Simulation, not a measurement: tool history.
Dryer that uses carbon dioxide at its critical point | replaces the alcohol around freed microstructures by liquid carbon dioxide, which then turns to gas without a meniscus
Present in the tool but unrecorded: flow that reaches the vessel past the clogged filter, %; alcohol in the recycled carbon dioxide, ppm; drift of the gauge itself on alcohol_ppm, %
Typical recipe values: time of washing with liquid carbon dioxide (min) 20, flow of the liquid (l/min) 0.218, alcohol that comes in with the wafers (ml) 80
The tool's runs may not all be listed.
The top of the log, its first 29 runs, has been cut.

run	hour	time of washing with liquid carbon dioxide (min)	flow of the liquid (l/min)	alcohol that comes in with the wafers (ml)	hours of work since the filter was changed	hours of work since the purifier's bed was changed	alcohol left in the vessel before it's heated (ppm by volume)
30	213.0	24	0.348	67	268	220	26
31	219.2	20	0.312	77	272	224	34
32	223.5	20	0.312	77	276	228	33
33	227.8	17	0.218	80	279	231	590
34	234.8	27	0.218	80	284	236	52
35	243.7	13	0.218	80	291	243	2191
36	251.3	13	0.218	28	297	249	771
37	258.7	13	0.218	28	303	254	771
38	267.6	13	0.218	28	309	261	781
39	274.1	18	0.219	28	314	266	163
40	279.9	13	0.307	33	319	271	166
41	285.8	13	0.307	33	323	275	159
42	292.2	22	0.205	67	328	280	183
43	300.6	20	0.193	80	334	286	535

Forecast run 44:
44	306.6	28	0.193	80	339	291	?

{"run 44": {"alcohol left in the vessel before it's heated (ppm by volume)": 80}}
If the tool had no hidden condition, the same run with the same run-to-run variation would have returned alcohol left in the vessel before it's heated (ppm by volume) 33.

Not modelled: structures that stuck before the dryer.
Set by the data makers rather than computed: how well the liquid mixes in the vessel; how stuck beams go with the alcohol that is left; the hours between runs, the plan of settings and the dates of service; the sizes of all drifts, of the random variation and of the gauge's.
